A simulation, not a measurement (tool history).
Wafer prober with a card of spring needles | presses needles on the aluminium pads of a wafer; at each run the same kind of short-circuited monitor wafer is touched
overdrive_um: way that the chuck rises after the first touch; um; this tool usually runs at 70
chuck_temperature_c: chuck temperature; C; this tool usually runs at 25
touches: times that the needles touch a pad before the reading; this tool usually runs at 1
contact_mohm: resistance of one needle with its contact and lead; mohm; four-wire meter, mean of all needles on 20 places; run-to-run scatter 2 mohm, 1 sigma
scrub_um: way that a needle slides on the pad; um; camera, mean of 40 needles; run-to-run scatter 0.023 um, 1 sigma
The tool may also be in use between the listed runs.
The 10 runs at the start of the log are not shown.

run	hour	overdrive_um	chuck_temperature_c	touches	touches since the tips were cleaned	cleanings since the card got new needles	touches since the first contact's height was set	contact_mohm	scrub_um
# hour 101.7: tips cleaned on abrasive film
11	107.3	70	25	1	3037	12	9516	280	8.67
# hour 113: tips cleaned on abrasive film
12	121.2	70	25	1	4404	13	16922	290	8.68
# hour 124.3: tips cleaned on abrasive film
# hour 135.4: tips cleaned on abrasive film
13	136.3	70	25	1	456	15	24926	240	8.63
# hour 138: height of the first contact set anew, once more
14	144.7	70	25	1	4861	15	3617	297	8.89
# hour 146.9: tips cleaned on abrasive film
15	157.5	70	25	1	5711	16	10431	292	8.91
# hour 158.8: tips cleaned on abrasive film
# hour 170.4: tips cleaned on abrasive film
16	171.7	70	25	1	694	18	17935	246	8.89
# hour 181.5: tips cleaned on abrasive film
17	187.3	70	25	1	3144	19	26303	285	8.81
# hour 192.6: tips cleaned on abrasive film
18	200.7	70	101	2	4351	20	33431	275	8.87
# hour 204.5: tips cleaned on abrasive film
19	210	52	37	2	2980	21	38419	286	6.51
# hour 215.6: tips cleaned on abrasive film
20	222.7	53	123	3	3846	22	45193	281	6.61
# hour 227.1: tips cleaned on abrasive film
21	233	53	123	3	3184	23	50657	283	6.63
# hour 238.9: tips cleaned on abrasive film
22	244.4	86	39	2	2993	24	56771	251	10.82
# hour 250.6: tips cleaned on abrasive film
23	255.4	70	25	2	2586	25	62641	254	8.77
# hour 262.4: tips cleaned on abrasive film
# hour 266.8: height of the first contact set anew
24	271.4	70	25	2	4709	26	2516	265	8.87
# hour 274.3: tips cleaned on abrasive film
25	281.5	70	25	2	3850	27	7858	262	8.9
# hour 285.9: tips cleaned on abrasive film
26	291.7	70	25	2	3107	28	13291	258	8.88
# hour 297.2: tips cleaned on abrasive film
27	299.7	70	25	2	1351	29	17564	247	8.89
# hour 308.3: tips cleaned on abrasive film
28	309.9	74	34	2	864	30	22999	240	9.34
29	316.7	74	32	2	4503	30	26638	261	9.3
# hour 320.3: tips cleaned on abrasive film
30	330.4	55	31	3	5464	31	33974	261	6.91
# hour 331.4: tips cleaned on abrasive film
31	341.7	70	25	3	5527	32	39992	246	8.84
# hour 342.7: tips cleaned on abrasive film
32	348.1	86	105	2	2906	33	43409	256	10.85
# hour 354.3: tips cleaned on abrasive film
33	361.1	59	43	2	3637	34	50304	281	7.41

Below are 4 alternative next runs, each starting from the tool's condition after run 33. Predict each:
# hour 365.5: tips cleaned on abrasive film
A	373.1	59	43	2	4047	35	56708	?	?
# hour 365.5: tips cleaned on abrasive film
B	373.1	70	25	1	4047	35	56708	?	?
# hour 365.5: tips cleaned on abrasive film
C	373.1	69	28	2	4047	35	56708	?	?
# hour 365.5: tips cleaned on abrasive film
D	373.1	55	117	1	4047	35	56708	?	?

run	contact_mohm	scrub_um
A	284	7.33
B	297	8.78
C	269	8.61
D	342	6.86
With no hidden state in the tool, these same runs would have given:
run	contact_mohm	scrub_um
A	224	7.44
B	218	8.89
C	221	8.73
D	242	6.98

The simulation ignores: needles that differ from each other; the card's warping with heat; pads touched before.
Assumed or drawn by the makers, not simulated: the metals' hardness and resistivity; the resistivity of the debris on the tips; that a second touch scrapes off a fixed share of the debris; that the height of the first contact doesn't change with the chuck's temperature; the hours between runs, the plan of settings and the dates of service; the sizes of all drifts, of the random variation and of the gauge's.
